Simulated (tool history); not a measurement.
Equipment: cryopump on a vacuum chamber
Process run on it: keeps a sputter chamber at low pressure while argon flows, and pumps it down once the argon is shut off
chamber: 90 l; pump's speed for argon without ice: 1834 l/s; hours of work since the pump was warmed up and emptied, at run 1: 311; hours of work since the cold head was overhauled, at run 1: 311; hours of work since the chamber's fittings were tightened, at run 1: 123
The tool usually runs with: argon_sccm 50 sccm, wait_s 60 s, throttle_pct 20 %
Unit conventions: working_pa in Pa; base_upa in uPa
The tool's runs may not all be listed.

run   hour  argon_sccm  wait_s  throttle_pct  hours of work since the pump was warmed up and emptied  hours of work since the cold head was overhauled  hours of work since the chamber's fittings were tightened  working_pa  base_upa
  1      0          50      60            20                                                     311                                               311                                                        123      0.2349      1.15
  2   27.8          50      92            20                                                     325                                               325                                                        137      0.2339      0.84
  3   63.1          37      60            20                                                     343                                               343                                                        155      0.1739      1.21
  4     81          37      60            20                                                     353                                               353                                                        165      0.1747      1.22
  5  102.9          37      60            20                                                     364                                               364                                                        176      0.1741      1.21
  6  134.8          37      60            20                                                     380                                               380                                                        192      0.1722      1.16
  7    151          28      60            20                                                     388                                               388                                                        200       0.131      1.24
  8  177.9          87      71            58                                                     402                                               402                                                        214      0.1478      1.03
  9  201.7          80      36            20                                                     414                                               414                                                        226      0.3752      1.86
 10  219.4          50      77            20                                                     423                                               423                                                        236      0.2351      0.99
 11  241.8          50      60            33                                                     435                                               435                                                        247      0.1457      1.19
 12  270.1          50      60            33                                                     449                                               449                                                        261      0.1447      1.17

Forecast run 13:
 13  290.2          50      23            20                                                     460                                               460                                                        272           ?         ?

{"run 13": {"working_pa": 0.2361, "base_upa": 2.76}}
With no hidden state in the tool, this same run would have given working_pa 0.2302 Pa, base_upa 2.65 uPa.
